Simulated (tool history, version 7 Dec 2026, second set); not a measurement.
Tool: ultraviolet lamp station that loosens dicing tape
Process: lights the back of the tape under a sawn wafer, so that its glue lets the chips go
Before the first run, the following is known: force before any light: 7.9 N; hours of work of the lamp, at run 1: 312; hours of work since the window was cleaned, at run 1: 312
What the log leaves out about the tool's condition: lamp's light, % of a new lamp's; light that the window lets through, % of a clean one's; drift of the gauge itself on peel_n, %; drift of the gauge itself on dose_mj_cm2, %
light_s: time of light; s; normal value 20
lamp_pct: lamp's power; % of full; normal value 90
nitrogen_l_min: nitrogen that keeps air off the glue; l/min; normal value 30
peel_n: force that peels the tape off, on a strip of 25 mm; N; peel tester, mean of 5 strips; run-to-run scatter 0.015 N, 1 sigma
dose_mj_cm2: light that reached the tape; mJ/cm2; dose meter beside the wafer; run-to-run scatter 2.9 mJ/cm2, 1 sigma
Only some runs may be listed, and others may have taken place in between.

run    hour  light_s  lamp_pct  nitrogen_l_min  hours of work of the lamp  hours of work since the window was cleaned  peel_n  dose_mj_cm2
  1       0       20        90              30                        312                                         312   0.888          369
        7.2  -- window cleaned of glue's vapour
  2      65       20        90              30                        356                                          39   0.939          350
  3   162.3       20        61              30                        422                                         105   1.822          234
  4   261.8       20        90              30                        489                                         173   1.024          338
  5   308.5       20        90              30                        521                                         204   1.053          335
  6     381       20        63              30                        570                                         254   1.832          226
      389.3  -- window cleaned of glue's vapour, once more
  7   434.9       20        90              46                        607                                          31   0.672          371
  8   520.5       20        78              30                        665                                          89   1.119          312
  9   608.1       20        78              30                        724                                         148   1.202          311
 10   692.9       20        78              30                        782                                         206   1.159          301
 11     780       20        78              30                        841                                         265   1.277          297
 12   825.3       20        78              30                        871                                         296   1.278          296
      856.1  -- window cleaned of glue's vapour
 13   901.5       20        78              30                        923                                          31   1.202          296
 14   953.1       20        78              30                        958                                          66   1.258          302
 15   998.6       19        90              30                        989                                          97   1.074          325
 16  1072.4       19        90              30                       1039                                         147   1.108          325
 17  1114.2       19        90              30                       1067                                         175   1.135          314
 18  1177.9       19        90              30                       1110                                         218   1.163          311
 19  1237.7       20        90              30                       1151                                         259   1.138          324
     1327.7  -- window cleaned of glue's vapour
 20  1335.3       17        90              30                       1217                                           5   1.372          287
 21  1381.8       37        90              30                       1248                                          37   0.361          613
 22  1448.3       20        90              10                       1293                                          82   1.944          326
 23  1539.7       20        90              10                       1355                                         144   1.978          316
       1610  -- lamp changed
 24  1611.1       20        90              10                          1                                         192   1.447          393
 25  1652.1       20        90              10                         29                                         219   1.441          391
 26  1694.7       35        80              20                         57                                         248    0.47          597
 27  1743.1       12        80              32                         90                                         281   2.145          203
 28  1784.2       12        90              22                        118                                         309   2.194          229
     1796.6  -- window cleaned of glue's vapour
 29  1876.9       20        90              10                        181                                          54   1.476          388
 30    1922       38        87              10                        211                                          85   0.523          712
 31  1999.2       20        67              34                        264                                         137   1.324          284
 32    2044       18        87              34                        294                                         168   1.043          334
 33  2087.1       39        60              34                        323                                         197   0.472          489
 34  2170.2       17        90              30                        380                                         253   1.142          312
 35  2228.2       35        73              50                        419                                         293   0.386          520
     2264.4  -- window cleaned of glue's vapour
 36  2309.6       10        82              47                        474                                          31   2.409          170
 37    2351       18        99              25                        502                                          59   0.971          368
 38  2446.2       18        99              25                        567                                         123   1.001          362
 39  2533.9       18        99              25                        626                                         183   1.072          355
 40  2625.8       20        91              33                        688                                         245   0.912          353
 41  2716.1       20        91              33                        750                                         306   0.935          343
     2731.2  -- window cleaned of glue's vapour
 42  2766.4       20        76              19                        783                                          24   1.581          302
 43  2845.4       20        85              19                        837                                          77   1.318          335

Predict each of these 3 candidate next runs independently; none follows another, all start after run 43:
  A  2894.6       23        75              13                        870                                         111       ?            ?
  B  2894.6       23        76              16                        870                                         111       ?            ?
  C  2894.6       20        90              15                        870                                         111       ?            ?

run  peel_n  dose_mj_cm2
  A   1.671          335
  B   1.404          337
  C   1.432          342
With the hidden condition removed and each run's random variation left untouched, the same runs would have given:
run  peel_n  dose_mj_cm2
  A   1.291          396
  B   1.066          398
  C   1.088          406
